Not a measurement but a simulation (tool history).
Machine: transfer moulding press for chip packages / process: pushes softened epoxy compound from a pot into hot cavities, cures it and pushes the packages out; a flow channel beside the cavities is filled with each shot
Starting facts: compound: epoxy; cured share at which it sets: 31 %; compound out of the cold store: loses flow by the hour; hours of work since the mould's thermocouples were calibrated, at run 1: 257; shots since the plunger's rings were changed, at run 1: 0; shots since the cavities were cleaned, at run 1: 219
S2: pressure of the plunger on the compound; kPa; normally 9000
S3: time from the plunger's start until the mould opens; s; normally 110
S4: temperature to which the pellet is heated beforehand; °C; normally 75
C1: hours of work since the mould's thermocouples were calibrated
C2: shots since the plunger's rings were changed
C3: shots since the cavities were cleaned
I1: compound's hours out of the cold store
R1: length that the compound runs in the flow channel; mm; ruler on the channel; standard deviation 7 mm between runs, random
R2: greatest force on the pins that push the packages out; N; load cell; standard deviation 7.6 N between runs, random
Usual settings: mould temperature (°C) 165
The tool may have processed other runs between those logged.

run 1 hour=0 | mould_temperature_(°C)=165 S2=9000 S3=110 S4=75 | C1=257 C2=0 C3=219 | I1=39.1 | R1=738 R2=476
run 2 hour=12.3 | mould_temperature_(°C)=165 S2=9000 S3=110 S4=75 | C1=266 C2=159 C3=378 | I1=25.1 | R1=790 R2=508
run 3 hour=21.4 | mould_temperature_(°C)=165 S2=9000 S3=110 S4=75 | C1=273 C2=278 C3=497 | I1=21.6 | R1=804 R2=559
run 4 hour=34.3 | mould_temperature_(°C)=165 S2=9000 S3=110 S4=75 | C1=282 C2=444 C3=663 | I1=19.5 | R1=793 R2=609
-- hour=41.9 cavities cleaned with cleaning compound and waxed
run 5 hour=44 | mould_temperature_(°C)=165 S2=7630 S3=110 S4=75 | C1=288 C2=550 C3=27 | I1=24.4 | R1=715 R2=761
run 6 hour=56.3 | mould_temperature_(°C)=165 S2=7630 S3=110 S4=75 | C1=297 C2=710 C3=187 | I1=22 | R1=731 R2=744
run 7 hour=68.2 | mould_temperature_(°C)=165 S2=7630 S3=110 S4=75 | C1=306 C2=864 C3=341 | I1=30.4 | R1=696 R2=738
run 8 hour=74.6 | mould_temperature_(°C)=165 S2=7630 S3=110 S4=75 | C1=311 C2=947 C3=424 | I1=36.5 | R1=662 R2=697
run 9 hour=83.1 | mould_temperature_(°C)=165 S2=7630 S3=110 S4=75 | C1=317 C2=1057 C3=534 | I1=15.1 | R1=746 R2=730
run 10 hour=90 | mould_temperature_(°C)=165 S2=10330 S3=110 S4=75 | C1=322 C2=1147 C3=624 | I1=23.5 | R1=835 R2=707
run 11 hour=97.6 | mould_temperature_(°C)=165 S2=6990 S3=110 S4=75 | C1=327 C2=1245 C3=722 | I1=10.5 | R1=736 R2=710
-- hour=100.9 cavities cleaned with cleaning compound and waxed
-- hour=103.5 cavities cleaned with cleaning compound and waxed, once more
run 12 hour=113.9 | mould_temperature_(°C)=165 S2=9050 S3=110 S4=75 | C1=337 C2=1418 C3=135 | I1=42.9 | R1=707 R2=383
run 13 hour=126.9 | mould_temperature_(°C)=165 S2=9050 S3=110 S4=75 | C1=347 C2=1586 C3=303 | I1=10.1 | R1=821 R2=489
run 14 hour=137 | mould_temperature_(°C)=165 S2=9050 S3=110 S4=75 | C1=354 C2=1718 C3=435 | I1=31.1 | R1=758 R2=517
run 15 hour=151.9 | mould_temperature_(°C)=165 S2=9050 S3=110 S4=82 | C1=365 C2=1911 C3=628 | I1=19.4 | R1=773 R2=560
-- hour=162.8 cavities cleaned with cleaning compound and waxed
run 16 hour=165.1 | mould_temperature_(°C)=165 S2=10840 S3=110 S4=76 | C1=373 C2=2062 C3=30 | I1=46.7 | R1=741 R2=328
run 17 hour=178.4 | mould_temperature_(°C)=157 S2=7540 S3=110 S4=75 | C1=383 C2=2234 C3=202 | I1=40.9 | R1=663 R2=704
run 18 hour=185.3 | mould_temperature_(°C)=157 S2=7540 S3=110 S4=75 | C1=388 C2=2324 C3=292 | I1=24 | R1=710 R2=775
run 19 hour=192.6 | mould_temperature_(°C)=165 S2=9000 S3=119 S4=72 | C1=393 C2=2418 C3=386 | I1=41.4 | R1=696 R2=485
run 20 hour=205.2 | mould_temperature_(°C)=165 S2=9000 S3=119 S4=81 | C1=403 C2=2581 C3=549 | I1=47.4 | R1=675 R2=532
run 21 hour=217.4 | mould_temperature_(°C)=160 S2=7870 S3=110 S4=75 | C1=411 C2=2739 C3=707 | I1=25 | R1=708 R2=766
-- hour=222.4 cavities cleaned with cleaning compound and waxed
run 22 hour=230.2 | mould_temperature_(°C)=171 S2=9000 S3=118 S4=76 | C1=420 C2=2886 C3=101 | I1=14.4 | R1=763 R2=330
run 23 hour=240 | mould_temperature_(°C)=171 S2=9000 S3=118 S4=70 | C1=427 C2=3013 C3=228 | I1=11.3 | R1=769 R2=415
run 24 hour=246.6 | mould_temperature_(°C)=165 S2=9000 S3=110 S4=75 | C1=432 C2=3098 C3=313 | I1=8.1 | R1=801 R2=493
run 25 hour=254.8 | mould_temperature_(°C)=160 S2=8180 S3=90 S4=75 | C1=438 C2=3205 C3=420 | I1=26.2 | R1=712 R2=1071
run 26 hour=261.4 | mould_temperature_(°C)=165 S2=9000 S3=131 S4=80 | C1=442 C2=3290 C3=505 | I1=10.4 | R1=797 R2=512
run 27 hour=271.3 | mould_temperature_(°C)=165 S2=9000 S3=131 S4=80 | C1=450 C2=3419 C3=634 | I1=11.8 | R1=779 R2=542
run 28 hour=277.5 | mould_temperature_(°C)=165 S2=9000 S3=131 S4=80 | C1=454 C2=3499 C3=714 | I1=34.5 | R1=708 R2=567

Entry by entry between the runs, the difference in hidden state between the last listed run before and the first listed run after:
From run 4 to run 5: cavities cleaned with cleaning compound and waxed (hour 41.9)
  true mould temperature over the reading, C: 0.6 -> 0.62; pressure that reaches the compound, % of what is set: 98.49 -> 98.14; grip of the stained cavities, % over clean ones': 90.7 -> 143.5
  what was measured, less what the result would be without the hidden state, R1: -8 -> -8 mm; R2: +281 -> +442 N
From run 11 to run 12: cavities cleaned with cleaning compound and waxed (hour 100.9); cavities cleaned with cleaning compound and waxed, once more (hour 103.5)
  true mould temperature over the reading, C: 0.71 -> 0.73; pressure that reaches the compound, % of what is set: 95.69 -> 95.08; grip of the stained cavities, % over clean ones': 127.2 -> 28.3
  what was measured, less what the result would be without the hidden state, R1: -19 -> -20 mm; R2: +387 -> +79 N
From run 15 to run 16: cavities cleaned with cleaning compound and waxed (hour 162.8)
  true mould temperature over the reading, C: 0.79 -> 0.81; pressure that reaches the compound, % of what is set: 93.43 -> 92.95; grip of the stained cavities, % over clean ones': 85.6 -> 7.8
  what was measured, less what the result would be without the hidden state, R1: -29 -> -30 mm; R2: +250 -> +16 N
From run 21 to run 22: cavities cleaned with cleaning compound and waxed (hour 222.4)
  true mould temperature over the reading, C: 0.89 -> 0.91; pressure that reaches the compound, % of what is set: 90.62 -> 90.11; grip of the stained cavities, % over clean ones': 91.3 -> 22.6
  what was measured, less what the result would be without the hidden state, R1: -38 -> -43 mm; R2: +334 -> +59 N
